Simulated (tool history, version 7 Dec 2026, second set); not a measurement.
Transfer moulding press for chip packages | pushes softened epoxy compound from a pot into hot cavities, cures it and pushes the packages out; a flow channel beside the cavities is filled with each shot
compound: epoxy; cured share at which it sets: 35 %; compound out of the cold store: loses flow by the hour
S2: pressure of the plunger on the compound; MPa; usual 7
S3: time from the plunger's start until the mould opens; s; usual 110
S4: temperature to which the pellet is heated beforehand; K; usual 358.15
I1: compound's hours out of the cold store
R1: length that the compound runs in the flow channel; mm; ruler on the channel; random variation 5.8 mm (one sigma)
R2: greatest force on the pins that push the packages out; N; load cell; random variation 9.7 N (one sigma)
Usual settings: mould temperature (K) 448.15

{"run": 1, "day": 0.0, "mould temperature (K)": 448.15, "S2": 7, "S3": 110, "S4": 358.15, "I1": 23.5, "R1": 928, "R2": 468}
{"run": 2, "day": 1.879, "mould temperature (K)": 448.15, "S2": 7, "S3": 110, "S4": 358.15, "I1": 41.1, "R1": 896, "R2": 611}
{"day": 3.042, "done": "cavities cleaned with cleaning compound and waxed"}
{"run": 3, "day": 5.062, "mould temperature (K)": 448.15, "S2": 7, "S3": 110, "S4": 358.15, "I1": 16.2, "R1": 926, "R2": 600}
{"day": 6.392, "done": "cavities cleaned with cleaning compound and waxed"}
{"run": 4, "day": 8.35, "mould temperature (K)": 448.15, "S2": 7, "S3": 110, "S4": 358.15, "I1": 18.3, "R1": 920, "R2": 612}
{"day": 9.725, "done": "cavities cleaned with cleaning compound and waxed"}
{"run": 5, "day": 10.096, "mould temperature (K)": 448.15, "S2": 7, "S3": 110, "S4": 358.15, "I1": 15.4, "R1": 919, "R2": 473}
{"run": 6, "day": 12.379, "mould temperature (K)": 455.15, "S2": 7, "S3": 110, "S4": 358.15, "I1": 40.8, "R1": 846, "R2": 575}
{"day": 13.138, "done": "cavities cleaned with cleaning compound and waxed"}
{"run": 7, "day": 15.038, "mould temperature (K)": 448.15, "S2": 7, "S3": 110, "S4": 355.15, "I1": 31.1, "R1": 887, "R2": 601}
{"day": 16.042, "done": "plunger's sealing rings changed"}
{"day": 16.688, "done": "cavities cleaned with cleaning compound and waxed"}
{"run": 8, "day": 18.65, "mould temperature (K)": 448.15, "S2": 7, "S3": 110, "S4": 355.15, "I1": 13, "R1": 965, "R2": 621}
{"day": 20.125, "done": "cavities cleaned with cleaning compound and waxed"}
{"run": 9, "day": 20.954, "mould temperature (K)": 448.15, "S2": 7, "S3": 110, "S4": 358.15, "I1": 21, "R1": 945, "R2": 517}
{"day": 23.425, "done": "cavities cleaned with cleaning compound and waxed"}
{"run": 10, "day": 24.304, "mould temperature (K)": 448.15, "S2": 7, "S3": 96, "S4": 358.15, "I1": 42.3, "R1": 898, "R2": 599}
{"day": 26.829, "done": "cavities cleaned with cleaning compound and waxed"}
{"run": 11, "day": 27.242, "mould temperature (K)": 448.15, "S2": 7, "S3": 96, "S4": 358.15, "I1": 24.2, "R1": 927, "R2": 547}
{"run": 12, "day": 28.938, "mould temperature (K)": 448.15, "S2": 7, "S3": 96, "S4": 358.15, "I1": 8.5, "R1": 958, "R2": 720}
{"day": 30.188, "done": "cavities cleaned with cleaning compound and waxed"}
{"run": 13, "day": 32.379, "mould temperature (K)": 448.15, "S2": 7, "S3": 96, "S4": 358.15, "I1": 27.6, "R1": 910, "R2": 703}
{"day": 33.467, "done": "cavities cleaned with cleaning compound and waxed"}
{"run": 14, "day": 34.375, "mould temperature (K)": 448.15, "S2": 7, "S3": 96, "S4": 358.15, "I1": 43, "R1": 879, "R2": 594}
{"day": 36.317, "done": "mould's thermocouples calibrated"}
{"day": 36.879, "done": "cavities cleaned with cleaning compound and waxed"}
{"run": 15, "day": 37.817, "mould temperature (K)": 448.15, "S2": 7, "S3": 96, "S4": 358.15, "I1": 37.8, "R1": 886, "R2": 687}
{"day": 40.275, "done": "cavities cleaned with cleaning compound and waxed"}
{"run": 16, "day": 40.508, "mould temperature (K)": 448.15, "S2": 7, "S3": 96, "S4": 358.15, "I1": 17.2, "R1": 919, "R2": 568}
{"run": 17, "day": 43.125, "mould temperature (K)": 448.15, "S2": 8.19, "S3": 138, "S4": 358.15, "I1": 48, "R1": 935, "R2": 587}
{"day": 43.642, "done": "cavities cleaned with cleaning compound and waxed"}
{"run": 18, "day": 45.008, "mould temperature (K)": 454.15, "S2": 7, "S3": 137, "S4": 361.15, "I1": 19.8, "R1": 896, "R2": 520}
{"run": 19, "day": 46.467, "mould temperature (K)": 448.15, "S2": 7, "S3": 141, "S4": 349.15, "I1": 34.5, "R1": 880, "R2": 591}
{"day": 47.054, "done": "cavities cleaned with cleaning compound and waxed"}
{"run": 20, "day": 48.329, "mould temperature (K)": 454.15, "S2": 6.45, "S3": 92, "S4": 350.15, "I1": 48, "R1": 806, "R2": 557}
{"day": 49.596, "done": "plunger's sealing rings changed"}
{"day": 50.429, "done": "cavities cleaned with cleaning compound and waxed"}
{"run": 21, "day": 51.9, "mould temperature (K)": 447.15, "S2": 7, "S3": 110, "S4": 351.15, "I1": 25.1, "R1": 943, "R2": 609}
{"day": 53.979, "done": "cavities cleaned with cleaning compound and waxed"}
{"run": 22, "day": 54.854, "mould temperature (K)": 449.15, "S2": 5.59, "S3": 110, "S4": 353.15, "I1": 11.5, "R1": 859, "R2": 522}
{"run": 23, "day": 56.596, "mould temperature (K)": 449.15, "S2": 5.59, "S3": 110, "S4": 353.15, "I1": 11.9, "R1": 853, "R2": 618}
{"day": 57.454, "done": "cavities cleaned with cleaning compound and waxed"}
{"run": 24, "day": 59.421, "mould temperature (K)": 449.15, "S2": 5.59, "S3": 110, "S4": 353.15, "I1": 26.7, "R1": 818, "R2": 589}
{"day": 60.854, "done": "cavities cleaned with cleaning compound and waxed"}
{"run": 25, "day": 61.917, "mould temperature (K)": 452.15, "S2": 5.88, "S3": 141, "S4": 365.15, "I1": 24, "R1": 835, "R2": 503}

Forecast each of these 5 alternatives for the next run:
{"run": "A", "day": 63.95, "mould temperature (K)": 452.15, "S2": 5.88, "S3": 136, "S4": 355.15, "I1": 15.7, "R1": "?", "R2": "?"}
{"run": "B", "day": 63.95, "mould temperature (K)": 448.15, "S2": 7, "S3": 120, "S4": 352.15, "I1": 9.3, "R1": "?", "R2": "?"}
{"run": "C", "day": 63.95, "mould temperature (K)": 442.15, "S2": 5.88, "S3": 141, "S4": 363.15, "I1": 21.6, "R1": "?", "R2": "?"}
{"run": "D", "day": 63.95, "mould temperature (K)": 448.15, "S2": 7, "S3": 91, "S4": 350.15, "I1": 22, "R1": "?", "R2": "?"}
{"run": "E", "day": 63.95, "mould temperature (K)": 454.15, "S2": 7, "S3": 110, "S4": 358.15, "I1": 12.3, "R1": "?", "R2": "?"}

run=A R1=847 R2=601
run=B R1=965 R2=652
run=C R1=868 R2=652
run=D R1=943 R2=926
run=E R1=929 R2=641
Without the tool's hidden state the same runs would have given:
run=A R1=869 R2=382
run=B R1=990 R2=421
run=C R1=891 R2=422
run=D R1=968 R2=602
run=E R1=954 R2=412
